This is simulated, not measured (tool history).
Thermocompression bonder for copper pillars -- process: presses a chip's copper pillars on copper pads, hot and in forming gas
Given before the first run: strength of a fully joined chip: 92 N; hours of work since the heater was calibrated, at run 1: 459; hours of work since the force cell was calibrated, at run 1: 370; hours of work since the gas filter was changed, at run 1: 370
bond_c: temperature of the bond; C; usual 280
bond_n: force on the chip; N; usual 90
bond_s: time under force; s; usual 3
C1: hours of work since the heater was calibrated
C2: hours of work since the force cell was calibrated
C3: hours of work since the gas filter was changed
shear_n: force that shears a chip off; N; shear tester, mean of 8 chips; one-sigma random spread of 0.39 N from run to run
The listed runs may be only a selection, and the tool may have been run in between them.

{"run": 1, "hour": 0.0, "bond_c": 280, "bond_n": 90, "bond_s": 3, "C1": 459, "C2": 370, "C3": 370, "shear_n": 60.8}
{"run": 2, "hour": 7.5, "bond_c": 280, "bond_n": 90, "bond_s": 3, "C1": 463, "C2": 374, "C3": 374, "shear_n": 59.8}
{"run": 3, "hour": 15.0, "bond_c": 280, "bond_n": 90, "bond_s": 3, "C1": 468, "C2": 379, "C3": 379, "shear_n": 59.8}
{"run": 4, "hour": 27.6, "bond_c": 280, "bond_n": 90, "bond_s": 3, "C1": 476, "C2": 387, "C3": 387, "shear_n": 59.3}
{"run": 5, "hour": 35.8, "bond_c": 274, "bond_n": 90, "bond_s": 3, "C1": 482, "C2": 393, "C3": 393, "shear_n": 55.4}
{"run": 6, "hour": 43.4, "bond_c": 274, "bond_n": 90, "bond_s": 3, "C1": 487, "C2": 398, "C3": 398, "shear_n": 55.4}
{"run": 7, "hour": 49.3, "bond_c": 280, "bond_n": 90, "bond_s": 2, "C1": 490, "C2": 401, "C3": 401, "shear_n": 52.9}
{"run": 8, "hour": 57.2, "bond_c": 280, "bond_n": 90, "bond_s": 3, "C1": 496, "C2": 407, "C3": 407, "shear_n": 58.9}
{"run": 9, "hour": 63.3, "bond_c": 280, "bond_n": 119, "bond_s": 3, "C1": 499, "C2": 410, "C3": 410, "shear_n": 66.5}
{"run": 10, "hour": 70.8, "bond_c": 280, "bond_n": 76, "bond_s": 3, "C1": 504, "C2": 415, "C3": 415, "shear_n": 54.6}
{"hour": 76.9, "done": "forming gas filter changed"}
{"run": 11, "hour": 83.0, "bond_c": 255, "bond_n": 90, "bond_s": 3, "C1": 512, "C2": 423, "C3": 4, "shear_n": 48.4}
{"run": 12, "hour": 89.9, "bond_c": 255, "bond_n": 90, "bond_s": 3, "C1": 516, "C2": 427, "C3": 8, "shear_n": 48.4}
{"run": 13, "hour": 97.9, "bond_c": 255, "bond_n": 90, "bond_s": 3, "C1": 521, "C2": 432, "C3": 14, "shear_n": 49.0}
{"run": 14, "hour": 108.3, "bond_c": 255, "bond_n": 90, "bond_s": 3, "C1": 528, "C2": 439, "C3": 20, "shear_n": 49.0}
{"run": 15, "hour": 120.6, "bond_c": 280, "bond_n": 90, "bond_s": 6, "C1": 536, "C2": 447, "C3": 28, "shear_n": 76.9}
{"run": 16, "hour": 127.3, "bond_c": 280, "bond_n": 90, "bond_s": 6, "C1": 540, "C2": 451, "C3": 33, "shear_n": 76.2}
{"run": 17, "hour": 133.9, "bond_c": 280, "bond_n": 90, "bond_s": 6, "C1": 545, "C2": 456, "C3": 37, "shear_n": 76.5}
{"hour": 136.2, "done": "force cell calibrated"}
{"run": 18, "hour": 145.4, "bond_c": 280, "bond_n": 90, "bond_s": 6, "C1": 551, "C2": 6, "C3": 43, "shear_n": 75.9}
{"run": 19, "hour": 158.6, "bond_c": 304, "bond_n": 90, "bond_s": 3, "C1": 560, "C2": 14, "C3": 52, "shear_n": 78.4}
{"run": 20, "hour": 172.1, "bond_c": 280, "bond_n": 90, "bond_s": 3, "C1": 568, "C2": 23, "C3": 61, "shear_n": 65.0}
{"run": 21, "hour": 183.2, "bond_c": 265, "bond_n": 107, "bond_s": 3, "C1": 576, "C2": 30, "C3": 68, "shear_n": 60.1}
{"hour": 192.3, "done": "force cell calibrated, once more"}
{"run": 22, "hour": 195.1, "bond_c": 265, "bond_n": 107, "bond_s": 3, "C1": 582, "C2": 2, "C3": 74, "shear_n": 60.8}
{"run": 23, "hour": 202.4, "bond_c": 300, "bond_n": 59, "bond_s": 4, "C1": 587, "C2": 6, "C3": 79, "shear_n": 69.9}
{"run": 24, "hour": 211.1, "bond_c": 300, "bond_n": 59, "bond_s": 4, "C1": 593, "C2": 12, "C3": 85, "shear_n": 70.7}
{"run": 25, "hour": 221.8, "bond_c": 300, "bond_n": 59, "bond_s": 4, "C1": 600, "C2": 19, "C3": 92, "shear_n": 69.8}
{"run": 26, "hour": 233.3, "bond_c": 284, "bond_n": 64, "bond_s": 2, "C1": 607, "C2": 26, "C3": 99, "shear_n": 51.5}
{"run": 27, "hour": 245.5, "bond_c": 284, "bond_n": 64, "bond_s": 2, "C1": 615, "C2": 34, "C3": 107, "shear_n": 51.5}
{"run": 28, "hour": 254.5, "bond_c": 294, "bond_n": 62, "bond_s": 3, "C1": 621, "C2": 40, "C3": 113, "shear_n": 64.0}
{"run": 29, "hour": 260.6, "bond_c": 294, "bond_n": 62, "bond_s": 3, "C1": 625, "C2": 44, "C3": 117, "shear_n": 63.2}
{"run": 30, "hour": 269.6, "bond_c": 310, "bond_n": 90, "bond_s": 2, "C1": 630, "C2": 50, "C3": 123, "shear_n": 76.4}
{"run": 31, "hour": 282.5, "bond_c": 259, "bond_n": 66, "bond_s": 8, "C1": 639, "C2": 58, "C3": 131, "shear_n": 57.7}
{"run": 32, "hour": 292.5, "bond_c": 252, "bond_n": 104, "bond_s": 3, "C1": 645, "C2": 65, "C3": 137, "shear_n": 50.1}
{"run": 33, "hour": 301.2, "bond_c": 276, "bond_n": 70, "bond_s": 7, "C1": 651, "C2": 70, "C3": 143, "shear_n": 68.0}
{"run": 34, "hour": 307.9, "bond_c": 280, "bond_n": 123, "bond_s": 3, "C1": 655, "C2": 75, "C3": 147, "shear_n": 73.0}
{"run": 35, "hour": 321.4, "bond_c": 280, "bond_n": 123, "bond_s": 3, "C1": 664, "C2": 83, "C3": 156, "shear_n": 73.2}
{"run": 36, "hour": 329.9, "bond_c": 280, "bond_n": 68, "bond_s": 3, "C1": 669, "C2": 89, "C3": 161, "shear_n": 56.7}
{"run": 37, "hour": 341.2, "bond_c": 280, "bond_n": 71, "bond_s": 8, "C1": 677, "C2": 96, "C3": 169, "shear_n": 72.0}
{"run": 38, "hour": 355.8, "bond_c": 280, "bond_n": 98, "bond_s": 6, "C1": 686, "C2": 106, "C3": 178, "shear_n": 75.2}
{"run": 39, "hour": 362.3, "bond_c": 280, "bond_n": 98, "bond_s": 6, "C1": 690, "C2": 110, "C3": 182, "shear_n": 75.0}

Below are 4 alternative next runs, each starting from the tool's condition after run 39. Predict each:
{"run": "A", "hour": 370.7, "bond_c": 300, "bond_n": 63, "bond_s": 3, "C1": 696, "C2": 115, "C3": 188, "shear_n": "?"}
{"run": "B", "hour": 370.7, "bond_c": 280, "bond_n": 103, "bond_s": 2, "C1": 696, "C2": 115, "C3": 188, "shear_n": "?"}
{"run": "C", "hour": 370.7, "bond_c": 266, "bond_n": 90, "bond_s": 3, "C1": 696, "C2": 115, "C3": 188, "shear_n": "?"}
{"run": "D", "hour": 370.7, "bond_c": 280, "bond_n": 65, "bond_s": 3, "C1": 696, "C2": 115, "C3": 188, "shear_n": "?"}

run=A shear_n=65.8
run=B shear_n=62.2
run=C shear_n=55.3
run=D shear_n=54.5
The same runs, with their run-to-run variation unchanged, on a tool lacking any hidden condition would have given:
run=A shear_n=66.9
run=B shear_n=62.7
run=C shear_n=55.2
run=D shear_n=54.6
